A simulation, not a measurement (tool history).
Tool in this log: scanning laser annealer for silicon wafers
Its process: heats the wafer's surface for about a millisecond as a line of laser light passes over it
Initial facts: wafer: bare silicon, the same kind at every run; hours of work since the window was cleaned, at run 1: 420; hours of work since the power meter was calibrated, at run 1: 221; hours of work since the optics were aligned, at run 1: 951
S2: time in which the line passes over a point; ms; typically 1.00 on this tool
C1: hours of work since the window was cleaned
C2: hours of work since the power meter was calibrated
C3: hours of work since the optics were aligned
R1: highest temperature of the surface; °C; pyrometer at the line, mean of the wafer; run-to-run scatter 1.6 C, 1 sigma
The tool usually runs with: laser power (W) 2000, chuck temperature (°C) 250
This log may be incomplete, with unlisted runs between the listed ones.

run 1 hour=0.0 | laser_power_(W)=2000 S2=1.00 chuck_temperature_(°C)=250 | C1=420 C2=221 C3=951 | R1=942
run 2 hour=16.7 | laser_power_(W)=2000 S2=1.00 chuck_temperature_(°C)=250 | C1=432 C2=234 C3=964 | R1=941
run 3 hour=31.6 | laser_power_(W)=2000 S2=0.87 chuck_temperature_(°C)=250 | C1=443 C2=245 C3=975 | R1=883
run 4 hour=45.3 | laser_power_(W)=2000 S2=0.87 chuck_temperature_(°C)=250 | C1=454 C2=255 C3=985 | R1=889
run 5 hour=60.5 | laser_power_(W)=2000 S2=1.00 chuck_temperature_(°C)=250 | C1=465 C2=267 C3=997 | R1=939
run 6 hour=75.3 | laser_power_(W)=2000 S2=1.00 chuck_temperature_(°C)=250 | C1=476 C2=278 C3=1008 | R1=935
-- hour=89.3 window over the wafer cleaned
run 7 hour=96.6 | laser_power_(W)=2000 S2=1.10 chuck_temperature_(°C)=250 | C1=6 C2=292 C3=1023 | R1=992
run 8 hour=114.9 | laser_power_(W)=2000 S2=1.10 chuck_temperature_(°C)=250 | C1=19 C2=306 C3=1036 | R1=993
run 9 hour=133.4 | laser_power_(W)=2000 S2=1.10 chuck_temperature_(°C)=250 | C1=33 C2=320 C3=1050 | R1=993
run 10 hour=152.6 | laser_power_(W)=1829 S2=1.00 chuck_temperature_(°C)=257 | C1=48 C2=334 C3=1065 | R1=895
run 11 hour=163.7 | laser_power_(W)=2115 S2=1.00 chuck_temperature_(°C)=250 | C1=56 C2=343 C3=1073 | R1=990

What does the tool deliver on the next run?
run 12 hour=175.4 | laser_power_(W)=2115 S2=0.70 chuck_temperature_(°C)=263 | C1=65 C2=352 C3=1082 | R1=?

R1: 864 °C
Had the tool carried no hidden state, the very same run would have given R1 870 °C.
